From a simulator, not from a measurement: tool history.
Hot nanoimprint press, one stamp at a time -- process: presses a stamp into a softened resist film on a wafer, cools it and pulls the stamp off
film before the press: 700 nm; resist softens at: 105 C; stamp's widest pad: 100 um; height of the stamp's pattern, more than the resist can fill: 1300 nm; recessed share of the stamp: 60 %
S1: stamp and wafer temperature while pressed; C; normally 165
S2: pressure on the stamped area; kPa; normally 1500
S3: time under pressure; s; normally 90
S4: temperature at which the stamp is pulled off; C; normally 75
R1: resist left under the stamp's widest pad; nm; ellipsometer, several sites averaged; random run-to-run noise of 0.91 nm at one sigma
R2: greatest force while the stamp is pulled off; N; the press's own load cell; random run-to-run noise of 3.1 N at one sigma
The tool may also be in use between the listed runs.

run,hour,S1,S2,S3,S4,R1,R2
1,0.0,165,1500,90,75,336.8,203
# hour 5.7: plate thermocouple calibrated
2,11.1,165,1500,90,80,358.6,202
3,23.1,165,1500,90,80,358.0,199
4,35.6,165,1500,90,63,358.5,233
5,44.2,165,1500,90,63,358.5,244
6,54.5,165,1500,90,63,359.0,236
7,60.8,165,1500,90,63,358.0,241
8,71.1,165,1500,90,63,358.2,234
9,78.4,165,1120,90,75,398.2,221
10,89.5,165,1500,90,75,358.7,218
11,100.3,165,1500,147,75,297.1,221
12,107.7,165,1500,147,75,296.2,213
13,114.3,165,1500,147,75,295.3,223
14,126.3,165,1500,90,63,355.8,245
15,135.8,165,1500,90,63,357.2,236
16,143.3,165,1380,54,75,435.9,226
17,155.1,165,1380,54,75,434.2,221
18,166.5,165,1380,54,75,435.4,228
19,175.0,165,1380,54,75,436.3,228
20,188.9,165,1500,90,62,357.1,257
# hour 205.6: stamp cleaned and given a new release coat
21,208.0,165,1500,51,75,432.5,171
22,214.2,172,2110,74,76,256.9,171
23,219.8,156,1330,90,75,494.8,171
24,230.8,160,1650,64,83,454.2,164
25,242.5,165,1500,73,75,382.9,177
26,251.0,165,1500,110,75,330.5,175
27,262.7,165,1500,110,75,328.9,181
28,272.1,165,1180,93,78,385.1,175
29,279.2,157,1460,172,75,382.3,180

Below are 4 alternative next runs, each starting from the tool's condition after run 29. Predict each:
A,291.1,157,1070,130,66,?,?
B,291.1,165,1130,90,75,?,?
C,291.1,157,1460,47,73,?,?
D,291.1,165,1500,171,61,?,?

run,R1,R2
A,461.1,194
B,392.2,182
C,543.7,186
D,275.4,205
Without the tool's hidden state the same runs would have given:
run,R1,R2
A,466.1,184
B,396.4,173
C,547.3,176
D,278.6,194
